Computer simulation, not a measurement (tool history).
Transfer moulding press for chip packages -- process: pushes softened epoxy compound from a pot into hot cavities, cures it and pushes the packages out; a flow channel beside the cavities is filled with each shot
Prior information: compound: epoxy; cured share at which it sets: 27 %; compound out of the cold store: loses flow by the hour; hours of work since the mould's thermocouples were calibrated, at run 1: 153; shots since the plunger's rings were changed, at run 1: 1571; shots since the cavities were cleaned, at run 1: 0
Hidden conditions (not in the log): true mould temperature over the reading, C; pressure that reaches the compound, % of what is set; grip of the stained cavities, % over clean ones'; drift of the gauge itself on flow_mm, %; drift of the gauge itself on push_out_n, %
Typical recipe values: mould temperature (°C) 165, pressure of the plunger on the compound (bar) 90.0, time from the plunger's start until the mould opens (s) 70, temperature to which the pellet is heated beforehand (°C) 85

run	day	mould temperature (°C)	pressure of the plunger on the compound (bar)	time from the plunger's start until the mould opens (s)	temperature to which the pellet is heated beforehand (°C)	hours of work since the mould's thermocouples were calibrated	shots since the plunger's rings were changed	shots since the cavities were cleaned	incoming compound's hours out of the cold store	length that the compound runs in the flow channel (mm)	greatest force on the pins that push the packages out (N)
1	0.000	165	90.0	70	85	153	1571	0	36.7	790	448
2	0.283	165	90.0	70	85	157	1666	95	33.6	803	503
3	0.579	165	90.0	70	85	162	1767	196	33.7	813	588
4	1.088	165	90.0	59	85	170	1940	369	45.4	747	1005
5	1.629	165	90.0	59	85	179	2122	551	36.2	794	1106
6	1.875	165	90.0	59	85	183	2206	635	35.1	799	1121
7	2.321	165	90.0	70	85	190	2357	786	36.4	791	775
8	2.592	165	90.0	70	85	194	2449	878	47.2	720	783
9	2.850	165	81.2	70	85	198	2536	965	20.1	858	905
# day 2.979: cavities cleaned with cleaning compound and waxed
10	3.442	165	81.2	70	85	207	2716	157	24.8	817	1012
11	3.800	165	81.2	70	85	212	2837	278	28.6	792	1000
# day 4.325: cavities cleaned with cleaning compound and waxed, once more
12	4.325	165	81.2	70	85	220	2993	0	19.0	845	460
13	4.612	165	81.2	70	85	224	3091	98	33.9	762	507
14	5.154	165	81.2	70	85	233	3275	282	19.0	850	637
15	5.700	165	81.2	70	85	241	3459	466	23.6	810	684
16	6.179	168	90.0	73	83	249	3622	629	16.0	903	626
17	6.721	168	90.0	73	83	258	3805	812	29.6	797	613
18	7.100	161	80.7	96	83	264	3933	940	45.0	705	628
# day 7.312: cavities cleaned with cleaning compound and waxed
19	7.483	165	108.8	62	77	269	4043	59	20.6	969	718
20	7.771	165	90.0	70	89	273	4139	155	41.6	732	520
21	8.288	165	100.2	56	86	281	4315	331	18.2	953	1222
22	8.729	165	70.9	70	85	288	4464	480	38.1	674	691
23	8.992	165	102.0	80	85	293	4553	569	26.4	879	594
24	9.404	165	90.0	61	85	299	4692	708	18.5	886	1167
25	9.704	165	99.3	68	91	304	4795	811	13.1	968	930
26	10.050	165	99.3	57	91	309	4911	927	36.4	808	1322
# day 10.288: cavities cleaned with cleaning compound and waxed
27	10.500	162	90.0	70	82	316	5043	72	47.7	722	572
28	10.854	157	90.0	70	85	321	5163	192	25.3	874	1093

4 ways to go on from here, each from the tool as it stands after run 28. What would each give?
A	11.158	157	90.0	83	85	326	5266	295	15.4	?	?
B	11.158	171	90.0	70	85	326	5266	295	40.2	?	?
C	11.158	157	75.4	70	86	326	5266	295	26.6	?	?
D	11.158	165	84.4	100	88	326	5266	295	10.3	?	?

run	length that the compound runs in the flow channel (mm)	greatest force on the pins that push the packages out (N)
A	944	864
B	735	443
C	790	1182
D	903	423
With no hidden state in the tool, these same runs would have given:
run	length that the compound runs in the flow channel (mm)	greatest force on the pins that push the packages out (N)
A	985	568
B	768	302
C	824	786
D	943	290

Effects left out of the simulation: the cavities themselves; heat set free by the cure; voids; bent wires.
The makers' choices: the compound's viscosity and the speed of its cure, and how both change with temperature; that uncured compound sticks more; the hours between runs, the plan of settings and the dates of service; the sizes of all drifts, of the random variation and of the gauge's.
